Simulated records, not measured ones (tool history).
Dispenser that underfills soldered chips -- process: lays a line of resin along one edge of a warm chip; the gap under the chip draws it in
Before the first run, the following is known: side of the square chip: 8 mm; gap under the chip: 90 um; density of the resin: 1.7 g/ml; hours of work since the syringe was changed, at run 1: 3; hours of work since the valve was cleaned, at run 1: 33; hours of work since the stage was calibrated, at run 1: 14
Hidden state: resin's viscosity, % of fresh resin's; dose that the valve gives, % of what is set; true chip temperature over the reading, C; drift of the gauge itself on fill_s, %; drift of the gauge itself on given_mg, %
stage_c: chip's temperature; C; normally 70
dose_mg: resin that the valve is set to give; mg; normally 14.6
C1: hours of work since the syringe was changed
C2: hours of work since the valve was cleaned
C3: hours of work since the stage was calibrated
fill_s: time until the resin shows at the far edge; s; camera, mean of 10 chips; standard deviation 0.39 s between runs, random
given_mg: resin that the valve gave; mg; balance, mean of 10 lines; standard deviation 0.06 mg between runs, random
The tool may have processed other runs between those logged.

{"run": 1, "hour": 0.0, "stage_c": 70, "dose_mg": 14.6, "C1": 3, "C2": 33, "C3": 14, "fill_s": 28.8, "given_mg": 14.4}
{"hour": 12.1, "done": "dispensing valve cleaned and set on the balance"}
{"hour": 13.4, "done": "new syringe of resin"}
{"run": 2, "hour": 14.3, "stage_c": 70, "dose_mg": 14.6, "C1": 1, "C2": 1, "C3": 23, "fill_s": 25.9, "given_mg": 14.56}
{"run": 3, "hour": 21.3, "stage_c": 70, "dose_mg": 14.6, "C1": 6, "C2": 7, "C3": 28, "fill_s": 32.1, "given_mg": 14.41}
{"hour": 30.1, "done": "new syringe of resin"}
{"run": 4, "hour": 36.3, "stage_c": 70, "dose_mg": 16.6, "C1": 5, "C2": 17, "C3": 39, "fill_s": 29.4, "given_mg": 16.44}
{"hour": 47.1, "done": "new syringe of resin"}
{"run": 5, "hour": 53.1, "stage_c": 70, "dose_mg": 16.6, "C1": 4, "C2": 29, "C3": 51, "fill_s": 30.0, "given_mg": 16.3}
{"hour": 63.6, "done": "new syringe of resin"}
{"run": 6, "hour": 64.2, "stage_c": 57, "dose_mg": 14.6, "C1": 0, "C2": 37, "C3": 59, "fill_s": 49.9, "given_mg": 14.27}
{"hour": 71.2, "done": "dispensing valve cleaned and set on the balance"}
{"run": 7, "hour": 75.9, "stage_c": 57, "dose_mg": 14.6, "C1": 8, "C2": 3, "C3": 67, "fill_s": 68.0, "given_mg": 14.63}
{"hour": 80.5, "done": "new syringe of resin"}
{"run": 8, "hour": 85.7, "stage_c": 57, "dose_mg": 14.6, "C1": 4, "C2": 10, "C3": 74, "fill_s": 54.7, "given_mg": 14.58}
{"hour": 97.6, "done": "new syringe of resin"}
{"run": 9, "hour": 99.3, "stage_c": 57, "dose_mg": 14.6, "C1": 1, "C2": 20, "C3": 83, "fill_s": 51.6, "given_mg": 14.5}
{"hour": 113.6, "done": "new syringe of resin"}
{"run": 10, "hour": 113.6, "stage_c": 82, "dose_mg": 14.6, "C1": 0, "C2": 30, "C3": 94, "fill_s": 14.4, "given_mg": 14.48}
{"run": 11, "hour": 128.1, "stage_c": 82, "dose_mg": 14.6, "C1": 11, "C2": 41, "C3": 104, "fill_s": 21.4, "given_mg": 14.31}
{"hour": 129.9, "done": "new syringe of resin"}
{"hour": 130.9, "done": "dispensing valve cleaned and set on the balance"}
{"run": 12, "hour": 137.5, "stage_c": 82, "dose_mg": 14.6, "C1": 5, "C2": 5, "C3": 110, "fill_s": 18.2, "given_mg": 14.55}
{"hour": 147.4, "done": "new syringe of resin"}
{"run": 13, "hour": 150.3, "stage_c": 82, "dose_mg": 14.6, "C1": 2, "C2": 14, "C3": 119, "fill_s": 15.8, "given_mg": 14.49}
{"hour": 163.4, "done": "new syringe of resin"}
{"run": 14, "hour": 163.4, "stage_c": 72, "dose_mg": 14.6, "C1": 0, "C2": 23, "C3": 129, "fill_s": 23.6, "given_mg": 14.39}
{"hour": 180.1, "done": "new syringe of resin"}
{"run": 15, "hour": 180.4, "stage_c": 70, "dose_mg": 16.9, "C1": 0, "C2": 36, "C3": 141, "fill_s": 26.7, "given_mg": 16.61}
{"hour": 189.5, "done": "dispensing valve cleaned and set on the balance"}
{"run": 16, "hour": 189.5, "stage_c": 70, "dose_mg": 16.9, "C1": 6, "C2": 0, "C3": 147, "fill_s": 33.2, "given_mg": 16.9}
{"hour": 198.0, "done": "new syringe of resin"}
{"run": 17, "hour": 202.1, "stage_c": 70, "dose_mg": 16.9, "C1": 3, "C2": 9, "C3": 156, "fill_s": 29.1, "given_mg": 16.72}
{"run": 18, "hour": 213.4, "stage_c": 83, "dose_mg": 15.4, "C1": 11, "C2": 17, "C3": 164, "fill_s": 22.5, "given_mg": 15.27}
{"hour": 214.9, "done": "new syringe of resin"}
{"run": 19, "hour": 224.6, "stage_c": 78, "dose_mg": 15.1, "C1": 7, "C2": 25, "C3": 172, "fill_s": 24.2, "given_mg": 15.0}
{"hour": 231.7, "done": "new syringe of resin"}
{"run": 20, "hour": 237.3, "stage_c": 80, "dose_mg": 17.3, "C1": 4, "C2": 34, "C3": 181, "fill_s": 18.7, "given_mg": 16.92}
{"hour": 248.3, "done": "new syringe of resin"}
{"hour": 249.3, "done": "dispensing valve cleaned and set on the balance"}
{"run": 21, "hour": 253.8, "stage_c": 84, "dose_mg": 18.4, "C1": 3, "C2": 3, "C3": 192, "fill_s": 15.5, "given_mg": 18.41}
{"hour": 266.0, "done": "new syringe of resin"}
{"run": 22, "hour": 267.5, "stage_c": 74, "dose_mg": 14.6, "C1": 1, "C2": 13, "C3": 202, "fill_s": 23.1, "given_mg": 14.45}
{"run": 23, "hour": 275.0, "stage_c": 76, "dose_mg": 14.6, "C1": 7, "C2": 19, "C3": 208, "fill_s": 26.0, "given_mg": 14.48}
{"hour": 282.3, "done": "new syringe of resin"}
{"run": 24, "hour": 291.1, "stage_c": 76, "dose_mg": 14.6, "C1": 6, "C2": 30, "C3": 219, "fill_s": 25.2, "given_mg": 14.37}
{"hour": 298.3, "done": "new syringe of resin"}
{"run": 25, "hour": 299.6, "stage_c": 61, "dose_mg": 12.7, "C1": 1, "C2": 36, "C3": 225, "fill_s": 44.4, "given_mg": 12.46}
{"hour": 307.9, "done": "dispensing valve cleaned and set on the balance"}
{"run": 26, "hour": 309.9, "stage_c": 56, "dose_mg": 17.9, "C1": 8, "C2": 1, "C3": 232, "fill_s": 69.3, "given_mg": 17.8}
{"hour": 315.5, "done": "new syringe of resin"}
{"run": 27, "hour": 325.8, "stage_c": 73, "dose_mg": 18.9, "C1": 7, "C2": 13, "C3": 243, "fill_s": 30.2, "given_mg": 18.87}
{"hour": 331.9, "done": "new syringe of resin"}
{"run": 28, "hour": 334.5, "stage_c": 66, "dose_mg": 15.8, "C1": 2, "C2": 19, "C3": 249, "fill_s": 33.8, "given_mg": 15.7}
{"run": 29, "hour": 343.2, "stage_c": 72, "dose_mg": 14.2, "C1": 8, "C2": 25, "C3": 256, "fill_s": 34.6, "given_mg": 14.07}
{"hour": 348.0, "done": "new syringe of resin"}
{"run": 30, "hour": 352.9, "stage_c": 72, "dose_mg": 14.2, "C1": 4, "C2": 32, "C3": 263, "fill_s": 28.2, "given_mg": 13.98}
{"run": 31, "hour": 361.7, "stage_c": 72, "dose_mg": 14.2, "C1": 10, "C2": 39, "C3": 269, "fill_s": 36.2, "given_mg": 13.85}
{"hour": 364.8, "done": "new syringe of resin"}
{"hour": 366.8, "done": "dispensing valve cleaned and set on the balance"}
{"run": 32, "hour": 378.9, "stage_c": 72, "dose_mg": 14.2, "C1": 10, "C2": 9, "C3": 281, "fill_s": 35.8, "given_mg": 14.12}
{"hour": 381.8, "done": "new syringe of resin"}
{"run": 33, "hour": 389.6, "stage_c": 70, "dose_mg": 18.5, "C1": 6, "C2": 16, "C3": 288, "fill_s": 33.0, "given_mg": 18.37}
{"hour": 398.6, "done": "new syringe of resin"}
{"run": 34, "hour": 398.6, "stage_c": 59, "dose_mg": 16.4, "C1": 0, "C2": 23, "C3": 295, "fill_s": 44.7, "given_mg": 16.27}

Hidden state or all else? Some run-to-run changes of fill_s, split into what the settings, what came in and random variation would give without the hidden state, and what is left for the hidden state (with any gauge scatter that isn't in both results):
Run 6 -> 7: dispensing valve cleaned and set on the balance. fill_s +18.1 s: hidden state +18.0, all else +0.1.
Run 7 -> 8: new syringe of resin. fill_s -13.3 s: hidden state -13.0, all else -0.3.
Run 9 -> 10: stage_c 57 -> 82, new syringe of resin. fill_s -37.2 s: hidden state -3.3, all else -33.9.
Run 25 -> 26: stage_c 61 -> 56, dose_mg 12.7 -> 17.9, dispensing valve cleaned and set on the balance. fill_s +24.9 s: hidden state +16.7, all else +8.2.
Run 26 -> 27: stage_c 56 -> 73, dose_mg 17.9 -> 18.9, new syringe of resin. fill_s -39.1 s: hidden state -11.6, all else -27.5.
